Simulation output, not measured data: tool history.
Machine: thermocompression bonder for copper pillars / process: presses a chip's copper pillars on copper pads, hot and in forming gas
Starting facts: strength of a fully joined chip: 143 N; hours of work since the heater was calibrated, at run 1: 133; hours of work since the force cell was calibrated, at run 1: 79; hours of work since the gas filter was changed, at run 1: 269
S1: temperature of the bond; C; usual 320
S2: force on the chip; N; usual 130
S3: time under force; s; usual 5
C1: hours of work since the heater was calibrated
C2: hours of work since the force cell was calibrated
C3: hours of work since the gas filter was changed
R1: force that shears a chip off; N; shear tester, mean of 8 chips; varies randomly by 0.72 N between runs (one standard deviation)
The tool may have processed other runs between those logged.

run   hour   S1   S2  S3   C1   C2   C3     R1
  1      0  320  130   5  133   79  269  103.1
  2    8.7  320  130   6  138   84  273  107.8
  3     14  320  130   5  141   86  276  105.2
  4   24.1  312  130   5  146   92  282   98.1
  5     35  312  130   5  152   98  288   96.8
      37.1  -- forming gas filter changed
  6   43.8  312  133   5  157  103    4  100.9
  7   53.1  312  133   5  162  108    9  101.3
  8     60  312  133   5  166  111   13  101.9
  9   70.5  312  133   5  171  117   18  101.2
 10   77.9  312  133   5  175  121   22  100.6
 11     87  312  133   5  180  126   27  101.2
 12   93.9  320  130   5  184  130   31  107.3
 13  101.6  320  130   5  188  134   35  106.6
 14    111  320  130   5  194  139   41  107.2
 15    118  320  130   5  197  143   44  107.1
 16  127.8  320  130   5  203  149   50  106.5
 17  136.1  320  130   5  207  153   54  105.8
 18  147.6  320  130   5  214  159   61  107.2
 19  159.1  320  130   5  220  166   67  105.9
 20  165.3  332  130   5  223  169   70  115.3
 21  171.7  332  130   5  227  173   74  116.5
 22  181.1  325  130   4  232  178   79  106.3
 23  190.8  325  130   4  237  183   84  106.2
 24  197.4  325  130   4  241  187   88  105.9
 25  207.3  302  130   3  246  192   93   77.6
 26  212.1  302  130   3  249  195   96   78.9
 27  222.9  320  176   5  255  201  102  122.1
 28  228.6  311  189   5  258  204  105  116.9
 29  239.8  302  130   6  264  210  111   96.6
 30    246  302  130   6  268  213  115   95.1
 31  251.4  302  130   6  271  216  118   96.3
 32  258.2  302  130   6  274  220  121   97.3
 33  263.4  316  176   5  277  223  124    120
 34  275.1  323  164   4  284  229  131    116
 35  283.8  340  165   3  288  234  135  121.7
 36    295  293  120   5  295  240  141   78.9
 37  304.6  306   79   5  300  246  147   69.4
 38  312.5  320  130   3  304  250  151   95.8
 39  321.3  320  130   3  309  255  156   95.2
 40  332.6  320  130   7  315  261  162  116.3

Here are 4 independent what-if runs from the current tool condition. What would each one return?
  A  340.9  347   93   7  320  265  167   ?
  B  340.9  295  166   4  320  265  167   ?
  C  340.9  296  131   3  320  265  167   ?
  D  340.9  334  114   3  320  265  167   ?

run     R1
  A  119.9
  B   93.1
  C   74.9
  D  100.5
Stripped of hidden state, with their random variation kept, the same runs would have yielded:
run     R1
  A  117.6
  B   88.2
  C     70
  D   96.6
